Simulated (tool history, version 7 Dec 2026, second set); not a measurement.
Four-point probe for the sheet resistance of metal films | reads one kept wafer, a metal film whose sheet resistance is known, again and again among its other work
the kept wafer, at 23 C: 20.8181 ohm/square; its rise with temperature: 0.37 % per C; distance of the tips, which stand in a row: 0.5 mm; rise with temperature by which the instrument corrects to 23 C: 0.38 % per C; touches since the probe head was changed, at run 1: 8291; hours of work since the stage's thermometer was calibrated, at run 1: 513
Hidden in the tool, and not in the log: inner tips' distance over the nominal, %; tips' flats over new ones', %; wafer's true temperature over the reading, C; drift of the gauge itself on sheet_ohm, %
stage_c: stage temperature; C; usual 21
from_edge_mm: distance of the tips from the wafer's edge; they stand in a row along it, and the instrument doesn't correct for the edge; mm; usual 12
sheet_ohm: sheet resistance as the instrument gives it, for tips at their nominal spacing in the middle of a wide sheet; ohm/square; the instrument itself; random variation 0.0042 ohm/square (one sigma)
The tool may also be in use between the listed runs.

| run | hour | stage_c | from_edge_mm | touches since the probe head was changed | hours of work since the stage's thermometer was calibrated | sheet_ohm |
|---|---|---|---|---|---|---|
| 1 | 0 | 21 | 12 | 8291 | 513 | 20.879246 |
| 2 | 8.2 | 24 | 12 | 8404 | 518 | 20.883985 |
| 3 | 20.8 | 33 | 12 | 8578 | 525 | 20.859216 |
| 4 | 29.9 | 33 | 12 | 8704 | 530 | 20.861456 |
| 5 | 40.9 | 21 | 12 | 8856 | 537 | 20.877862 |
| 6 | 51.8 | 22 | 12 | 9006 | 543 | 20.882579 |
| 7 | 62.9 | 22 | 12 | 9161 | 550 | 20.87723 |
| 8 | 71.3 | 22 | 12 | 9276 | 554 | 20.879191 |
| 9 | 82.6 | 21 | 12 | 9433 | 561 | 20.881845 |
| 10 | 96.2 | 21 | 12 | 9621 | 569 | 20.880458 |
| 11 | 106 | 21 | 12 | 9755 | 575 | 20.881055 |
| 12 | 117.1 | 21 | 12 | 9909 | 581 | 20.882247 |
| 13 | 132.8 | 21 | 12 | 10126 | 590 | 20.879986 |
| 14 | 146.2 | 21 | 12 | 10312 | 598 | 20.887323 |
| 15 | 154.1 | 21 | 72 | 10421 | 603 | 20.861745 |
|  | 155.7 | stage's thermometer calibrated |
| 16 | 162.6 | 21 | 72 | 10532 | 4 | 20.863878 |
| 17 | 169.9 | 23 | 22 | 10632 | 8 | 20.868773 |
| 18 | 183.4 | 21 | 12 | 10819 | 16 | 20.891008 |
| 19 | 196.6 | 30 | 4 | 11002 | 24 | 21.032782 |
|  | 205.3 | stage's thermometer calibrated, once more |
| 20 | 206.1 | 19 | 12 | 11126 | 0 | 20.869377 |
| 21 | 216.8 | 25 | 19 | 11273 | 7 | 20.853464 |
| 22 | 229.5 | 28 | 15 | 11449 | 14 | 20.857729 |
| 23 | 243.3 | 28 | 15 | 11639 | 22 | 20.860963 |
| 24 | 258.9 | 29 | 4 | 11855 | 31 | 21.021592 |
| 25 | 266.3 | 21 | 6 | 11957 | 36 | 20.934529 |
| 26 | 281.3 | 23 | 67 | 12165 | 44 | 20.848422 |
| 27 | 294 | 22 | 65 | 12341 | 52 | 20.847029 |
| 28 | 309.8 | 23 | 4 | 12559 | 61 | 21.028012 |

Forecast each of these 5 alternatives for the next run:
| A | 323.9 | 23 | 9 | 12753 | 69 | ? |
| B | 323.9 | 28 | 4 | 12753 | 69 | ? |
| C | 323.9 | 28 | 5 | 12753 | 69 | ? |
| D | 323.9 | 32 | 4 | 12753 | 69 | ? |
| E | 323.9 | 25 | 31 | 12753 | 69 | ? |

| run | sheet_ohm |
|---|---|
| A | 20.893973 |
| B | 21.022163 |
| C | 20.952919 |
| D | 21.010474 |
| E | 20.852409 |
Without the tool's hidden state the same runs would have given:
| run | sheet_ohm |
|---|---|
| A | 20.861458 |
| B | 20.989684 |
| C | 20.920543 |
| D | 20.978188 |
| E | 20.820046 |
